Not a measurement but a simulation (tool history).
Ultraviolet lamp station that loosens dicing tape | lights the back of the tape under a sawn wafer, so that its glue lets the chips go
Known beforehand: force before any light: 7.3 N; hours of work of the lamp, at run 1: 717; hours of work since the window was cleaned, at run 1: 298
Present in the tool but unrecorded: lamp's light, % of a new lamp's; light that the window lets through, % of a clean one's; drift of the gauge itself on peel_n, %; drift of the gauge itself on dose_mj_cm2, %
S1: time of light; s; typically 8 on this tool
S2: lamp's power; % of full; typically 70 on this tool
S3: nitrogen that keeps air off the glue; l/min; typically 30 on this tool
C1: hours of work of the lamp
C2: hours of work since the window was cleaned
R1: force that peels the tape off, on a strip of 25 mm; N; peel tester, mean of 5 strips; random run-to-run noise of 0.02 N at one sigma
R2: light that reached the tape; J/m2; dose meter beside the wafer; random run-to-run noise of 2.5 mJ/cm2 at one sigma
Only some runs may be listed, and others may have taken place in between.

run	day	S1	S2	S3	C1	C2	R1	R2
1	0	8	70	30	717	298	1.59	2110
2	0.7	8	70	30	728	309	1.635	2100
3	1.612	8	70	30	742	323	1.661	2090
4	2.279	8	72	30	752	333	1.603	2140
5	2.929	8	70	30	762	343	1.675	2070
# day 3.054: window cleaned of glue's vapour
6	4.108	8	70	30	780	16	1.919	1900
7	5.146	8	70	30	796	32	1.909	1930
8	6.362	9	70	30	815	51	1.67	2120
# day 6.683: window cleaned of glue's vapour, once more
9	7.579	12	70	30	834	14	0.713	3340
10	8.379	8	62	30	846	26	1.843	1950
11	9.075	8	70	26	857	37	1.671	2170
12	10.292	8	70	26	876	56	1.634	2200
13	11.104	8	70	26	888	69	1.716	2200
14	12.088	8	70	30	904	84	1.582	2130
15	13.162	8	70	30	920	101	1.632	2130
16	13.796	8	70	30	930	110	1.655	2130
17	14.329	14	70	30	938	119	0.588	3680
18	15.262	8	70	30	953	133	1.699	2070
19	16.175	8	70	30	967	147	1.743	2080
# day 16.521: lamp changed
20	16.8	8	70	30	4	156	1.039	2810
21	17.933	8	70	30	22	174	1.033	2730
22	18.658	8	70	30	33	185	1.055	2760
23	19.675	8	70	30	49	201	1.075	2690
24	20.892	8	70	30	68	220	1.144	2690
25	21.475	8	70	20	77	229	1.45	2650
26	22.692	8	70	20	96	248	1.472	2660
27	23.9	8	70	20	114	266	1.53	2580
28	24.742	8	70	20	128	280	1.504	2580
29	25.317	6	94	13	136	288	1.934	2580
30	26.421	6	94	11	154	306	2.187	2600
31	27.571	6	94	11	171	323	2.174	2560
32	28.688	6	67	28	189	341	2.158	1770
# day 28.962: window cleaned of glue's vapour
33	29.296	6	81	44	198	5	1.09	2390
34	30.375	6	81	44	215	22	1.07	2370
35	31.454	6	80	20	231	39	1.791	2330
36	32.392	7	80	52	246	53	0.796	2700
37	32.979	6	70	30	255	62	1.755	2060
38	34.171	8	80	38	273	81	0.773	3050
39	35.258	8	80	14	290	98	1.519	3000
40	36.067	14	70	22	303	110	0.464	4560
41	37.021	4	73	41	318	125	2.47	1360
42	38.104	7	70	30	334	142	1.496	2220
43	39.304	8	94	11	353	160	1.427	3340

Branching from run 43: 4 alternative next runs. What would each branch give?
A	39.808	7	72	13	361	168	?	?
B	39.808	10	86	11	361	168	?	?
C	39.808	8	93	11	361	168	?	?
D	39.808	6	94	11	361	168	?	?

run	R1	R2
A	2.253	2250
B	1.174	3900
C	1.465	3330
D	2.139	2540
Without the tool's unlogged condition, the same runs would have read:
run	R1	R2
A	1.861	2630
B	0.879	4550
C	1.132	3890
D	1.753	2960
